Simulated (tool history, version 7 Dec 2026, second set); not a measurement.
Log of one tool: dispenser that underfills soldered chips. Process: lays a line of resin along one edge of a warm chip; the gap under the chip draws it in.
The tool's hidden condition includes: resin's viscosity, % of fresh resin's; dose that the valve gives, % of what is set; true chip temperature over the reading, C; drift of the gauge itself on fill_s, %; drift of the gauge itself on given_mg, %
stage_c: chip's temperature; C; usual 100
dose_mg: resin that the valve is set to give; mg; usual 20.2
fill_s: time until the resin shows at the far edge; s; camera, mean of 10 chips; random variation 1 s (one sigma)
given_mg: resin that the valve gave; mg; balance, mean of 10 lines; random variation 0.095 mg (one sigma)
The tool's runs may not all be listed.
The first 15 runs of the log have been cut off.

run   hour  stage_c  dose_mg  hours of work since the syringe was changed  hours of work since the valve was cleaned  hours of work since the stage was calibrated  fill_s  given_mg
 16   77.6      100     20.2                                            6                                        107                                            62   129.3     18.87
      79.3  -- new syringe of resin
 17   82.5      100     22.7                                            2                                        111                                            65   107.6     21.00
 18   87.8      100     20.2                                            6                                        114                                            69   128.8     18.69
      89.6  -- new syringe of resin
 19   93.4      100     20.2                                            3                                        118                                            72   109.8     18.54
 20   98.1      112     20.2                                            6                                        121                                            75    79.9     18.47
     100.0  -- new syringe of resin
 21  105.6       85     20.2                                            4                                        126                                            80   221.4     18.57
     110.5  -- new syringe of resin
 22  112.5       86     18.3                                            1                                        130                                            85   187.3     16.48
 23  118.2       86     18.3                                            5                                        134                                            89   227.7     16.65
     121.2  -- new syringe of resin
     123.8  -- dispensing valve cleaned and set on the balance
 24  126.6       86     19.5                                            3                                          2                                            94   208.8     19.28
     132.7  -- new syringe of resin
 25  133.7      115     23.1                                            1                                          7                                            98    54.6     22.85
 26  137.6      115     23.1                                            3                                          9                                           101    63.1     23.03
     142.9  -- new syringe of resin
 27  144.0       85     19.9                                            1                                         13                                           105   185.8     19.51
 28  148.3      101     20.2                                            4                                         16                                           108   109.5     19.94
     153.3  -- new syringe of resin
 29  154.7       87     22.9                                            1                                         20                                           112   174.1     22.50
 30  161.0      111     18.3                                            5                                         25                                           116    83.0     17.88
     163.9  -- new syringe of resin
 31  165.9       92     25.4                                            1                                         28                                           119   144.3     24.77
 32  169.3       92     25.4                                            4                                         30                                           122   160.0     24.90
     174.1  -- new syringe of resin
 33  175.0      113     18.4                                            1                                         34                                           125    58.4     17.97
 34  181.8      113     18.4                                            5                                         38                                           130    73.5     17.99
     184.4  -- new syringe of resin
 35  186.1      113     18.4                                            1                                         41                                           133    60.8     17.95
 36  192.5      100     26.2                                            6                                         45                                           137   121.5     25.27

Here are 3 independent what-if runs from the current tool condition. What would each one return?
     194.9  -- new syringe of resin
  A  198.3       95     17.9                                            2                                         49                                           141       ?         ?
     194.9  -- new syringe of resin
  B  198.3       91     24.0                                            2                                         49                                           141       ?         ?
     194.9  -- new syringe of resin
  C  198.3       88     21.5                                            2                                         49                                           141       ?         ?

run  fill_s  given_mg
  A   130.7     17.31
  B   152.4     23.24
  C   171.8     20.78
With no hidden state in the tool, these same runs would have given:
run  fill_s  given_mg
  A   122.6     17.93
  B   143.9     24.07
  C   162.1     21.52

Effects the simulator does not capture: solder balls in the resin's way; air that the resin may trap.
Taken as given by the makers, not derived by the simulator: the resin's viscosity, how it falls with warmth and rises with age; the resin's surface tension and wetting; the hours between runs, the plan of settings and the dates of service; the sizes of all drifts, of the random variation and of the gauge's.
